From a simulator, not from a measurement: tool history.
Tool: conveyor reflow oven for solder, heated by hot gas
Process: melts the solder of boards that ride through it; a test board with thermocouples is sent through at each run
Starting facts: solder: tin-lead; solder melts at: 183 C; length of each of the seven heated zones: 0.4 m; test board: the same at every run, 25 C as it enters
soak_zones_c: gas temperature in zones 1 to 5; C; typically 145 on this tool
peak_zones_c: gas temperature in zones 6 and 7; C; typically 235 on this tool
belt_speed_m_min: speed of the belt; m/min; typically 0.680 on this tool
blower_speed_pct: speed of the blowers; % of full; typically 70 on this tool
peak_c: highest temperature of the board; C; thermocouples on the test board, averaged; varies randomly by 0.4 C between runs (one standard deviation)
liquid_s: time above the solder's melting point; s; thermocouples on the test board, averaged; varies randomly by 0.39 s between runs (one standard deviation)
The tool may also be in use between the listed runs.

run,hour,soak_zones_c,peak_zones_c,belt_speed_m_min,blower_speed_pct,peak_c,liquid_s
1,0.0,145,235,0.680,70,218.5,56.2
2,9.7,145,247,0.680,70,227.9,61.2
3,17.1,145,247,0.680,70,229.5,62.8
4,24.0,145,235,0.680,70,218.6,55.4
5,29.0,134,235,0.680,70,216.1,50.7
6,38.9,134,235,0.680,70,216.2,50.3
7,46.7,134,235,0.680,70,215.5,50.1
8,55.8,134,235,0.680,70,216.2,49.4
9,66.0,145,235,0.680,62,216.7,55.1
10,76.6,145,235,0.680,62,215.8,53.8
11,83.3,145,235,0.680,65,217.5,54.6
12,92.1,145,235,0.680,65,216.9,54.6
13,97.0,145,235,0.680,70,218.3,56.3
14,103.5,145,235,0.680,70,217.6,55.3
15,112.9,145,235,0.680,70,218.0,55.5
16,123.6,145,235,0.680,70,218.3,56.2
17,129.8,145,235,0.548,81,226.5,76.9
18,135.5,141,235,0.717,70,215.5,49.2
19,141.5,150,235,0.717,70,217.2,53.2
20,149.3,131,231,0.717,60,207.4,38.1
21,155.5,131,235,0.717,75,213.5,44.9
22,164.4,145,232,0.649,52,212.6,52.9
23,172.6,145,232,0.649,52,213.1,53.6
24,178.6,149,232,0.624,52,214.5,59.8
25,183.3,149,232,0.624,52,214.5,59.6
26,189.7,149,232,0.624,52,215.3,59.0
27,194.3,149,232,0.624,52,215.0,59.8
28,202.8,137,232,0.646,73,216.2,54.1
29,213.6,145,235,0.680,75,218.4,55.5
30,224.5,133,230,0.597,61,213.8,55.4
31,229.7,133,230,0.597,61,213.4,55.0
32,235.1,133,230,0.597,61,213.0,55.4

Below are 3 alternative next runs, each starting from the tool's condition after run 32. Predict each:
A,245.8,145,239,0.792,70,?,?
B,245.8,133,230,0.597,56,?,?
C,245.8,145,235,0.566,70,?,?

run,peak_c,liquid_s
A,214.9,44.3
B,211.9,53.4
C,222.5,72.2
Had the tool no hidden state, the same runs would have come out as:
run,peak_c,liquid_s
A,216.4,45.5
B,212.3,54.2
C,222.7,72.3

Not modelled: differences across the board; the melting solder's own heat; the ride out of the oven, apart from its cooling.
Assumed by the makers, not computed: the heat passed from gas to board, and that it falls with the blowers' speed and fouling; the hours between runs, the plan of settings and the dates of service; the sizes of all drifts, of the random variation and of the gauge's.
